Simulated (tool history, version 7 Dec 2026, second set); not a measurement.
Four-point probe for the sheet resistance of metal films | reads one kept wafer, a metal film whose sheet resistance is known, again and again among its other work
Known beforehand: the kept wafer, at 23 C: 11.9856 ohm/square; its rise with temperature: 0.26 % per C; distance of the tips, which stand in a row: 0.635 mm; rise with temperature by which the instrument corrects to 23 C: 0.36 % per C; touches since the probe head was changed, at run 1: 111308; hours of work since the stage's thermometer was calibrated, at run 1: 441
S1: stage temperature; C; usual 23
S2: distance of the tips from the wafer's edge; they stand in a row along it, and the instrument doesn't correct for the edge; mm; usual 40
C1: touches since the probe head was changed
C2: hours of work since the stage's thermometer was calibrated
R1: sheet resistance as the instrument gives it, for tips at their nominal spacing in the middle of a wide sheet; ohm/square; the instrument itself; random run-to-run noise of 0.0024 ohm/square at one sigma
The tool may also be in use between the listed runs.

{"run": 1, "hour": 0.0, "S1": 23, "S2": 40, "C1": 111308, "C2": 441, "R1": 11.870276}
{"run": 2, "hour": 39.8, "S1": 23, "S2": 40, "C1": 113345, "C2": 470, "R1": 11.868993}
{"run": 3, "hour": 100.7, "S1": 23, "S2": 40, "C1": 116456, "C2": 513, "R1": 11.870435}
{"run": 4, "hour": 175.3, "S1": 23, "S2": 40, "C1": 120273, "C2": 567, "R1": 11.867995}
{"run": 5, "hour": 245.8, "S1": 23, "S2": 40, "C1": 123876, "C2": 617, "R1": 11.868087}
{"run": 6, "hour": 326.6, "S1": 23, "S2": 40, "C1": 128008, "C2": 675, "R1": 11.867737}
{"run": 7, "hour": 377.0, "S1": 23, "S2": 40, "C1": 130586, "C2": 711, "R1": 11.866804}
{"run": 8, "hour": 437.9, "S1": 23, "S2": 15, "C1": 133701, "C2": 754, "R1": 11.876879}
{"run": 9, "hour": 502.4, "S1": 23, "S2": 15, "C1": 136995, "C2": 800, "R1": 11.875822}
{"run": 10, "hour": 583.1, "S1": 23, "S2": 40, "C1": 141122, "C2": 858, "R1": 11.864318}
{"run": 11, "hour": 665.5, "S1": 23, "S2": 40, "C1": 145337, "C2": 917, "R1": 11.862701}
{"run": 12, "hour": 718.1, "S1": 23, "S2": 40, "C1": 148025, "C2": 954, "R1": 11.861866}
{"hour": 726.4, "done": "stage's thermometer calibrated"}
{"run": 13, "hour": 779.3, "S1": 23, "S2": 40, "C1": 151128, "C2": 38, "R1": 11.864569}
{"run": 14, "hour": 844.9, "S1": 23, "S2": 40, "C1": 154486, "C2": 85, "R1": 11.864009}
{"run": 15, "hour": 931.1, "S1": 26, "S2": 40, "C1": 158891, "C2": 146, "R1": 11.828751}
{"hour": 950.5, "done": "stage's thermometer calibrated, once more"}
{"run": 16, "hour": 973.7, "S1": 26, "S2": 40, "C1": 161042, "C2": 17, "R1": 11.822977}
{"run": 17, "hour": 1023.3, "S1": 26, "S2": 40, "C1": 163583, "C2": 52, "R1": 11.820922}
{"run": 18, "hour": 1103.2, "S1": 26, "S2": 40, "C1": 167668, "C2": 109, "R1": 11.820946}
{"run": 19, "hour": 1148.2, "S1": 26, "S2": 40, "C1": 169964, "C2": 141, "R1": 11.822875}
{"run": 20, "hour": 1232.1, "S1": 23, "S2": 40, "C1": 174257, "C2": 201, "R1": 11.852053}
{"run": 21, "hour": 1318.3, "S1": 27, "S2": 40, "C1": 178663, "C2": 263, "R1": 11.80962}
{"run": 22, "hour": 1371.7, "S1": 23, "S2": 5, "C1": 181394, "C2": 301, "R1": 11.953993}
{"run": 23, "hour": 1408.9, "S1": 23, "S2": 5, "C1": 183295, "C2": 327, "R1": 11.955669}
{"run": 24, "hour": 1496.0, "S1": 23, "S2": 5, "C1": 187750, "C2": 390, "R1": 11.948628}
{"run": 25, "hour": 1535.0, "S1": 23, "S2": 5, "C1": 189745, "C2": 417, "R1": 11.947869}
{"run": 26, "hour": 1571.8, "S1": 27, "S2": 45, "C1": 191628, "C2": 444, "R1": 11.805677}
{"run": 27, "hour": 1642.1, "S1": 24, "S2": 20, "C1": 195221, "C2": 494, "R1": 11.838942}
{"run": 28, "hour": 1722.5, "S1": 32, "S2": 40, "C1": 199331, "C2": 551, "R1": 11.745212}
{"run": 29, "hour": 1807.1, "S1": 32, "S2": 40, "C1": 203657, "C2": 612, "R1": 11.748506}
{"run": 30, "hour": 1865.6, "S1": 26, "S2": 7, "C1": 206651, "C2": 654, "R1": 11.860948}
{"run": 31, "hour": 1933.3, "S1": 26, "S2": 7, "C1": 210113, "C2": 702, "R1": 11.864721}
{"run": 32, "hour": 1986.6, "S1": 21, "S2": 8, "C1": 212836, "C2": 740, "R1": 11.905809}
{"run": 33, "hour": 2052.4, "S1": 29, "S2": 4, "C1": 216202, "C2": 787, "R1": 11.932702}
{"run": 34, "hour": 2098.1, "S1": 29, "S2": 46, "C1": 218537, "C2": 820, "R1": 11.778736}
{"run": 35, "hour": 2150.9, "S1": 29, "S2": 5, "C1": 221238, "C2": 857, "R1": 11.874363}
{"run": 36, "hour": 2200.3, "S1": 32, "S2": 40, "C1": 223763, "C2": 893, "R1": 11.743312}
{"run": 37, "hour": 2244.5, "S1": 19, "S2": 10, "C1": 226023, "C2": 924, "R1": 11.913549}
{"run": 38, "hour": 2295.6, "S1": 22, "S2": 4, "C1": 228637, "C2": 961, "R1": 12.012772}
{"run": 39, "hour": 2373.6, "S1": 29, "S2": 40, "C1": 232624, "C2": 1016, "R1": 11.779552}
{"run": 40, "hour": 2445.5, "S1": 30, "S2": 24, "C1": 236301, "C2": 1068, "R1": 11.768702}
{"run": 41, "hour": 2520.6, "S1": 30, "S2": 24, "C1": 240142, "C2": 1121, "R1": 11.763376}
{"hour": 2538.3, "done": "new probe head fitted"}
{"run": 42, "hour": 2588.5, "S1": 30, "S2": 24, "C1": 2564, "C2": 1169, "R1": 11.901383}
{"run": 43, "hour": 2645.9, "S1": 33, "S2": 6, "C1": 5498, "C2": 1210, "R1": 11.935397}
{"run": 44, "hour": 2703.5, "S1": 33, "S2": 6, "C1": 8443, "C2": 1251, "R1": 11.938522}

A few steps of R1 between consecutive runs. Split each: what settings, incoming material and random variation would produce without the hidden state, and what is left over for the hidden state, along with gauge scatter present in only one of the two compared results (measured, and without hidden state):
Hidden state present: inner tips' distance over the nominal, %; tips' flats over new ones', %; wafer's true temperature over the reading, C; drift of the gauge itself on sheet_ohm, %.
Run 15 -> 16: stage's thermometer calibrated, once more. R1 -0.005774 ohm/square: hidden state -0.005305, all else -0.000469.
Run 33 -> 34: S2 4 -> 46. R1 -0.153966 ohm/square: hidden state +0.001219, all else -0.155185.
Run 36 -> 37: S1 32 -> 19, S2 40 -> 10. R1 +0.170237 ohm/square: hidden state -0.002361, all else +0.172598.
Run 38 -> 39: S1 22 -> 29, S2 4 -> 40. R1 -0.233220 ohm/square: hidden state +0.001623, all else -0.234843.
Run 41 -> 42: new probe head fitted. R1 +0.138007 ohm/square: hidden state +0.136161, all else +0.001846.
